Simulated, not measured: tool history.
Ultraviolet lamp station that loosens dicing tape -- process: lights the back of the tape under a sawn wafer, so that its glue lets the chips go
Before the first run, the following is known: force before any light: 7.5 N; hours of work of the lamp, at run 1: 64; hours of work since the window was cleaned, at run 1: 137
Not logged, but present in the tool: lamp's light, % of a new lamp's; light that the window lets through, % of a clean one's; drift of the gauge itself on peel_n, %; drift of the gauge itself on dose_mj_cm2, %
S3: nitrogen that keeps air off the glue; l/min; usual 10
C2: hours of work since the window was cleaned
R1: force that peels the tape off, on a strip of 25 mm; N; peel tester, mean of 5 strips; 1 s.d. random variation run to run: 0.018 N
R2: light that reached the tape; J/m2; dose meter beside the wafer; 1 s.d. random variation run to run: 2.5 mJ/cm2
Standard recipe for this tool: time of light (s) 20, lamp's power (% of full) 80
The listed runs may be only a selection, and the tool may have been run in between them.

Run 1, hour 0: usual settings; hours of work of the lamp 64; C2 137. Result: R1 1.078 N, R2 2680 J/m2.
Run 2, hour 51.2: usual settings; hours of work of the lamp 85; C2 158. Result: R1 1.126 N, R2 2610 J/m2.
Run 3, hour 81.6: usual settings; hours of work of the lamp 97; C2 170. Result: R1 1.176 N, R2 2570 J/m2.
Run 4, hour 134.2: usual settings but lamp's power (% of full) 86; hours of work of the lamp 119; C2 192. Result: R1 1.115 N, R2 2690 J/m2.
Run 5, hour 161.5: usual settings but lamp's power (% of full) 86; hours of work of the lamp 130; C2 203. Result: R1 1.082 N, R2 2710 J/m2.
Run 6, hour 206.3: usual settings but S3 16 l/min; hours of work of the lamp 148; C2 221. Result: R1 0.964 N, R2 2460 J/m2.
Run 7, hour 240.7: usual settings but S3 16 l/min; hours of work of the lamp 162; C2 235. Result: R1 1.041 N, R2 2410 J/m2.
Run 8, hour 266.5: usual settings; hours of work of the lamp 172; C2 245. Result: R1 1.289 N, R2 2390 J/m2.
Run 9, hour 322.9: usual settings; hours of work of the lamp 195; C2 268. Result: R1 1.361 N, R2 2330 J/m2.
At hour 356.5: window cleaned of glue's vapour.
Run 10, hour 375: usual settings; hours of work of the lamp 216; C2 7. Result: R1 0.947 N, R2 2860 J/m2.
Run 11, hour 401.9: usual settings; hours of work of the lamp 227; C2 18. Result: R1 0.984 N, R2 2850 J/m2.
Run 12, hour 430.3: usual settings; hours of work of the lamp 239; C2 30. Result: R1 0.986 N, R2 2850 J/m2.
Run 13, hour 464: usual settings; hours of work of the lamp 252; C2 44. Result: R1 1.013 N, R2 2770 J/m2.
Run 14, hour 505: usual settings but time of light (s) 12; hours of work of the lamp 269; C2 60. Result: R1 2.26 N, R2 1600 J/m2.
Run 15, hour 538.9: usual settings; hours of work of the lamp 283; C2 74. Result: R1 1.064 N, R2 2670 J/m2.
Run 16, hour 571.4: usual settings; hours of work of the lamp 296; C2 87. Result: R1 1.109 N, R2 2640 J/m2.
Run 17, hour 606.4: usual settings but time of light (s) 12, lamp's power (% of full) 69, S3 4 l/min; hours of work of the lamp 310; C2 101. Result: R1 3.525 N, R2 1350 J/m2.
Run 18, hour 653.9: usual settings but time of light (s) 18, lamp's power (% of full) 95, S3 4 l/min; hours of work of the lamp 329; C2 121. Result: R1 1.756 N, R2 2740 J/m2.
Run 19, hour 684.7: usual settings but time of light (s) 30, lamp's power (% of full) 94; hours of work of the lamp 342; C2 133. Result: R1 0.354 N, R2 4530 J/m2.
Run 20, hour 730.1: usual settings but time of light (s) 11, S3 4 l/min; hours of work of the lamp 360; C2 152. Result: R1 3.603 N, R2 1390 J/m2.
Run 21, hour 780.8: usual settings but time of light (s) 11, S3 4 l/min; hours of work of the lamp 381; C2 172. Result: R1 3.546 N, R2 1390 J/m2.
Run 22, hour 834.9: usual settings but time of light (s) 10, lamp's power (% of full) 67, S3 4 l/min; hours of work of the lamp 403; C2 194. Result: R1 4.361 N, R2 1010 J/m2.
Run 23, hour 871.9: usual settings but S3 5 l/min; hours of work of the lamp 418; C2 209. Result: R1 1.905 N, R2 2350 J/m2.
Run 24, hour 911.4: usual settings but lamp's power (% of full) 62, S3 5 l/min; hours of work of the lamp 434; C2 225. Result: R1 2.564 N, R2 1830 J/m2.
Run 25, hour 947: usual settings but time of light (s) 26, lamp's power (% of full) 62, S3 7 l/min; hours of work of the lamp 448; C2 240. Result: R1 1.591 N, R2 2300 J/m2.
Run 26, hour 991: usual settings but time of light (s) 26, lamp's power (% of full) 62, S3 7 l/min; hours of work of the lamp 466; C2 257. Result: R1 1.691 N, R2 2300 J/m2.
Run 27, hour 1021.7: usual settings but time of light (s) 26, lamp's power (% of full) 62, S3 7 l/min; hours of work of the lamp 478; C2 270. Result: R1 1.677 N, R2 2290 J/m2.
Run 28, hour 1048.4: usual settings but lamp's power (% of full) 87, S3 6 l/min; hours of work of the lamp 489; C2 281. Result: R1 1.726 N, R2 2400 J/m2.
At hour 1053.2: window cleaned of glue's vapour.
Run 29, hour 1099.9: usual settings but lamp's power (% of full) 75, S3 12 l/min; hours of work of the lamp 510; C2 19. Result: R1 1.063 N, R2 2510 J/m2.
Run 30, hour 1128.4: usual settings but lamp's power (% of full) 75, S3 12 l/min; hours of work of the lamp 522; C2 30. Result: R1 1.146 N, R2 2540 J/m2.
Run 31, hour 1167: usual settings but time of light (s) 19, lamp's power (% of full) 76, S3 6 l/min; hours of work of the lamp 537; C2 46. Result: R1 1.775 N, R2 2380 J/m2.

Alternative continuations, all from the tool just after run 31; predict every row:
Run A, hour 1196.3: usual settings but time of light (s) 19, lamp's power (% of full) 90, S3 4 l/min; hours of work of the lamp 549; C2 58. Result: R1 ?, R2 ?.
Run B, hour 1196.3: usual settings but time of light (s) 12, lamp's power (% of full) 76, S3 7 l/min; hours of work of the lamp 549; C2 58. Result: R1 ?, R2 ?.
Run C, hour 1196.3: usual settings but time of light (s) 19, lamp's power (% of full) 76, S3 19 l/min; hours of work of the lamp 549; C2 58. Result: R1 ?, R2 ?.
Run D, hour 1196.3: usual settings but lamp's power (% of full) 77, S3 7 l/min; hours of work of the lamp 549; C2 58. Result: R1 ?, R2 ?.

run     R1    R2
  A  1.747  2780
  B  2.722  1490
  C  1.025  2290
  D  1.542  2520
Without the tool's unlogged condition, the same runs would have read:
run     R1    R2
  A  1.411  3200
  B  2.356  1710
  C  0.774  2640
  D  1.222  2900
